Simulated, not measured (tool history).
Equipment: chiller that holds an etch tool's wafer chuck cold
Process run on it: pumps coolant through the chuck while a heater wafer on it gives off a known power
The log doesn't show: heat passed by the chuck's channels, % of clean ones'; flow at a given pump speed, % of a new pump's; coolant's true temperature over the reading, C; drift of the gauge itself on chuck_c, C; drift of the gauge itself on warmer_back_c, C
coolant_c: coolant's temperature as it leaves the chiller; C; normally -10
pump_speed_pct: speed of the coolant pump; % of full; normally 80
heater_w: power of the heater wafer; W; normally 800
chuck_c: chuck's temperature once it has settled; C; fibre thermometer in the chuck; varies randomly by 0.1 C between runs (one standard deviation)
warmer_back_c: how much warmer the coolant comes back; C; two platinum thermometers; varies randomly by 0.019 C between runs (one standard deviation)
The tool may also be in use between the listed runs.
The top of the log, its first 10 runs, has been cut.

run	day	coolant_c	pump_speed_pct	heater_w	hours since the coolant was changed and the channels were flushed	hours since the pump was overhauled	hours since the chiller's thermometer was calibrated	chuck_c	warmer_back_c
11	15.338	-10	80	891	1490	1490	653	-0.8	2.81
12	16.367	-10	80	891	1514	1514	678	-0.7	2.84
13	17.600	-10	78	800	1544	1544	707	-1.6	2.61
14	19.033	-10	80	800	1578	1578	742	-1.7	2.54
15	21.088	-10	80	800	1628	1628	791	-1.8	2.55
16	22.579	-10	80	800	1663	1663	827	-1.7	2.51
17	24.521	-16	80	800	1710	1710	873	-7.6	2.53
18	25.792	-15	64	800	1741	1741	904	-5.1	3.15
19	27.350	-3	64	800	1778	1778	941	6.9	3.21
20	29.046	-19	80	1014	1819	1819	982	-8.3	3.24
21	31.000	-19	65	497	1866	1866	1029	-13.1	1.95
22	32.117	-19	89	419	1892	1892	1056	-15.1	1.20
23	33.450	-10	68	800	1924	1924	1088	-0.4	3.01
24	35.596	-12	61	670	1976	1976	1139	-3.3	2.79
25	36.771	-19	86	800	2004	2004	1167	-11.1	2.36
26	38.438	-10	65	1037	2044	2044	1207	2.6	4.05
27	40.471	-1	93	1037	2093	2093	1256	8.7	2.81
28	41.450	-16	93	1037	2116	2116	1280	-6.3	2.78
29	42.558	-9	74	800	2143	2143	1306	-0.3	2.71
30	43.821	-9	96	597	2173	2173	1336	-3.5	1.59
31	44.767	-4	61	548	2196	2196	1359	2.8	2.28

Estimate the outcome of run 32 from the log above:
32	45.829	-14	69	800	2221	2221	1385	?	?

{"run 32": {"chuck_c": -4.6, "warmer_back_c": 2.94}}
If the tool had no hidden condition, the same run with the same run-to-run variation would have returned chuck_c -4.6 C, warmer_back_c 2.94 C.

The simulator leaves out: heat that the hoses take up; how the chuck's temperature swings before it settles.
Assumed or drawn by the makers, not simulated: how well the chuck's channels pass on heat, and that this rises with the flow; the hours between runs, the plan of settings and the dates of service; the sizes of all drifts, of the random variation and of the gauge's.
